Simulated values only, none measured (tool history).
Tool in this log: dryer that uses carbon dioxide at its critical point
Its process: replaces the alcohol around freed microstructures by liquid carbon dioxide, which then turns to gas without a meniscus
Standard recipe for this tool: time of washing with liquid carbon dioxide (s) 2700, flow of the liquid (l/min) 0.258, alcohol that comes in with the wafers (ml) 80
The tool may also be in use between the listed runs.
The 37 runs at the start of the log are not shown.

run,hour,time of washing with liquid carbon dioxide (s),flow of the liquid (l/min),alcohol that comes in with the wafers (ml),alcohol left in the vessel before it's heated (ppm by volume)
38,471.7,1860,0.181,42,2327
39,482.4,1860,0.181,42,2311
40,493.7,1860,0.181,42,2285
41,502,4020,0.407,82,244
42,520.4,3840,0.232,22,268
43,538.9,2220,0.215,22,665
44,546.9,2220,0.215,22,685
45,556.6,3900,0.191,22,317
46,568.7,3540,0.244,104,411

Predict each of these 5 candidate next runs independently; none follows another, all start after run 46:
A,585.6,2700,0.305,31,?
B,585.6,3540,0.193,36,?
C,585.6,4140,0.258,23,?
D,585.6,3840,0.276,23,?
E,585.6,3720,0.393,22,?

run,alcohol left in the vessel before it's heated (ppm by volume)
A,322
B,431
C,260
D,273
E,260
Without the tool's unlogged condition, the same runs would have read:
run,alcohol left in the vessel before it's heated (ppm by volume)
A,49
B,139
C,1
D,9
E,0
